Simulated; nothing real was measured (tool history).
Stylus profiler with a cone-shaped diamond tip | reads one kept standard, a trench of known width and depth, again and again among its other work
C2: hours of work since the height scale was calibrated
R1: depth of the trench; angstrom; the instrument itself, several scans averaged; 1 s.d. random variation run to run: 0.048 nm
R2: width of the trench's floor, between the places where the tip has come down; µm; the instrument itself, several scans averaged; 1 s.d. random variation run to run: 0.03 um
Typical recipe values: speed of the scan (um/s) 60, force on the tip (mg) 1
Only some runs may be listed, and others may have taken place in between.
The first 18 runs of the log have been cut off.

run 19 day=50.121 | speed_of_the_scan_(um/s)=60 force_on_the_tip_(mg)=1 | scans_with_this_tip=4273 C2=218 | R1=2012.4 R2=17.25
run 20 day=52.175 | speed_of_the_scan_(um/s)=29 force_on_the_tip_(mg)=1.57 | scans_with_this_tip=4448 C2=255 | R1=2016 R2=17.45
run 21 day=54.462 | speed_of_the_scan_(um/s)=22 force_on_the_tip_(mg)=0.44 | scans_with_this_tip=4643 C2=296 | R1=2005 R2=17.39
run 22 day=57.204 | speed_of_the_scan_(um/s)=36 force_on_the_tip_(mg)=0.94 | scans_with_this_tip=4876 C2=345 | R1=2010.4 R2=17.35
run 23 day=59.1 | speed_of_the_scan_(um/s)=134 force_on_the_tip_(mg)=0.39 | scans_with_this_tip=5037 C2=378 | R1=2006 R2=16.28
run 24 day=62.521 | speed_of_the_scan_(um/s)=189 force_on_the_tip_(mg)=0.39 | scans_with_this_tip=5327 C2=439 | R1=2005.3 R2=15.73
run 25 day=65.775 | speed_of_the_scan_(um/s)=59 force_on_the_tip_(mg)=0.73 | scans_with_this_tip=5604 C2=497 | R1=2008.3 R2=17.08
run 26 day=69.304 | speed_of_the_scan_(um/s)=59 force_on_the_tip_(mg)=0.73 | scans_with_this_tip=5904 C2=560 | R1=2007.9 R2=17.15
run 27 day=71.367 | speed_of_the_scan_(um/s)=30 force_on_the_tip_(mg)=1 | scans_with_this_tip=6079 C2=597 | R1=2009.9 R2=17.32
run 28 day=73.392 | speed_of_the_scan_(um/s)=30 force_on_the_tip_(mg)=1 | scans_with_this_tip=6252 C2=633 | R1=2010.5 R2=17.3
run 29 day=77.025 | speed_of_the_scan_(um/s)=119 force_on_the_tip_(mg)=0.99 | scans_with_this_tip=6560 C2=697 | R1=2009.9 R2=16.71
run 30 day=79.908 | speed_of_the_scan_(um/s)=78 force_on_the_tip_(mg)=1.91 | scans_with_this_tip=6806 C2=749 | R1=2016 R2=17.13
run 31 day=83.429 | speed_of_the_scan_(um/s)=126 force_on_the_tip_(mg)=1.94 | scans_with_this_tip=7105 C2=811 | R1=2016.3 R2=16.88
run 32 day=87.171 | speed_of_the_scan_(um/s)=148 force_on_the_tip_(mg)=1.68 | scans_with_this_tip=7423 C2=878 | R1=2013.9 R2=16.7
run 33 day=88.925 | speed_of_the_scan_(um/s)=148 force_on_the_tip_(mg)=1.68 | scans_with_this_tip=7572 C2=909 | R1=2013.1 R2=16.7
run 34 day=90.883 | speed_of_the_scan_(um/s)=125 force_on_the_tip_(mg)=0.6 | scans_with_this_tip=7738 C2=944 | R1=2005.1 R2=16.39
run 35 day=93.571 | speed_of_the_scan_(um/s)=125 force_on_the_tip_(mg)=0.6 | scans_with_this_tip=7967 C2=992 | R1=2004.8 R2=16.39
-- day=94.125 height scale calibrated on a step standard
run 36 day=96.838 | speed_of_the_scan_(um/s)=40 force_on_the_tip_(mg)=1.97 | scans_with_this_tip=8243 C2=48 | R1=2018.8 R2=17.09
run 37 day=100.604 | speed_of_the_scan_(um/s)=18 force_on_the_tip_(mg)=2.73 | scans_with_this_tip=8563 C2=115 | R1=2022.9 R2=17.17
run 38 day=102.967 | speed_of_the_scan_(um/s)=235 force_on_the_tip_(mg)=1.15 | scans_with_this_tip=8764 C2=157 | R1=2012.6 R2=15.99

Consider 4 possible next runs. They are alternatives, not a sequence: every one starts from the tool as it was left by run 38. What does each give?
run A day=105.667 | speed_of_the_scan_(um/s)=52 force_on_the_tip_(mg)=0.89 | scans_with_this_tip=8993 C2=205 | R1=? R2=?
run B day=105.667 | speed_of_the_scan_(um/s)=27 force_on_the_tip_(mg)=2.58 | scans_with_this_tip=8993 C2=205 | R1=? R2=?
run C day=105.667 | speed_of_the_scan_(um/s)=60 force_on_the_tip_(mg)=1.25 | scans_with_this_tip=8993 C2=205 | R1=? R2=?
run D day=105.667 | speed_of_the_scan_(um/s)=17 force_on_the_tip_(mg)=2.85 | scans_with_this_tip=8993 C2=205 | R1=? R2=?

run=A R1=2008.9 R2=16.91
run=B R1=2022.5 R2=17.13
run=C R1=2013 R2=16.93
run=D R1=2023.8 R2=17.16
Stripped of hidden state, with their random variation kept, the same runs would have yielded:
run=A R1=2010.6 R2=17.72
run=B R1=2024.2 R2=17.94
run=C R1=2014.7 R2=17.75
run=D R1=2025.5 R2=17.97
